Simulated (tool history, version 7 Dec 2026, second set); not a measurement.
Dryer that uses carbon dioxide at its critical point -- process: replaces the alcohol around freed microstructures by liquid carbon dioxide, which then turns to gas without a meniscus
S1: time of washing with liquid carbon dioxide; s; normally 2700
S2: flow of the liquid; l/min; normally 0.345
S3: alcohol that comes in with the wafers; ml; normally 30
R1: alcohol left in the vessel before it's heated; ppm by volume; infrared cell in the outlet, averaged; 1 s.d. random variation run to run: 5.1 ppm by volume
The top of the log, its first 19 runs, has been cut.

{"run": 20, "hour": 111.9, "S1": 2700, "S2": 0.345, "S3": 30, "R1": 76}
{"run": 21, "hour": 115.8, "S1": 2400, "S2": 0.431, "S3": 42, "R1": 70}
{"run": 22, "hour": 124.9, "S1": 2340, "S2": 0.233, "S3": 30, "R1": 550}
{"run": 23, "hour": 133.1, "S1": 1920, "S2": 0.233, "S3": 54, "R1": 1736}
{"run": 24, "hour": 141.0, "S1": 2100, "S2": 0.345, "S3": 92, "R1": 645}
{"run": 25, "hour": 148.0, "S1": 2040, "S2": 0.358, "S3": 97, "R1": 654}
{"run": 26, "hour": 155.1, "S1": 2400, "S2": 0.332, "S3": 29, "R1": 166}
{"run": 27, "hour": 161.2, "S1": 2640, "S2": 0.319, "S3": 46, "R1": 180}
{"run": 28, "hour": 165.3, "S1": 2700, "S2": 0.474, "S3": 40, "R1": 47}
{"run": 29, "hour": 170.4, "S1": 2700, "S2": 0.474, "S3": 40, "R1": 43}
{"run": 30, "hour": 179.2, "S1": 2700, "S2": 0.561, "S3": 39, "R1": 40}
{"run": 31, "hour": 183.9, "S1": 4200, "S2": 0.561, "S3": 51, "R1": 29}
{"run": 32, "hour": 190.2, "S1": 4200, "S2": 0.561, "S3": 51, "R1": 39}
{"run": 33, "hour": 198.7, "S1": 3660, "S2": 0.515, "S3": 30, "R1": 35}
{"run": 34, "hour": 206.0, "S1": 3660, "S2": 0.288, "S3": 33, "R1": 71}
{"run": 35, "hour": 210.4, "S1": 2820, "S2": 0.521, "S3": 39, "R1": 47}
{"run": 36, "hour": 216.2, "S1": 2460, "S2": 0.521, "S3": 24, "R1": 39}
{"run": 37, "hour": 222.7, "S1": 2700, "S2": 0.35, "S3": 30, "R1": 96}
{"run": 38, "hour": 231.3, "S1": 2700, "S2": 0.35, "S3": 30, "R1": 110}
{"run": 39, "hour": 235.4, "S1": 2700, "S2": 0.35, "S3": 30, "R1": 104}

Below are 4 alternative next runs, each starting from the tool's condition after run 39. Predict each:
{"run": "A", "hour": 241.8, "S1": 2940, "S2": 0.345, "S3": 60, "R1": "?"}
{"run": "B", "hour": 241.8, "S1": 4260, "S2": 0.345, "S3": 30, "R1": "?"}
{"run": "C", "hour": 241.8, "S1": 2700, "S2": 0.365, "S3": 30, "R1": "?"}
{"run": "D", "hour": 241.8, "S1": 2700, "S2": 0.345, "S3": 103, "R1": "?"}

run=A R1=113
run=B R1=55
run=C R1=80
run=D R1=251
Without the tool's unlogged condition, the same runs would have read:
run=A R1=67
run=B R1=20
run=C R1=37
run=D R1=188
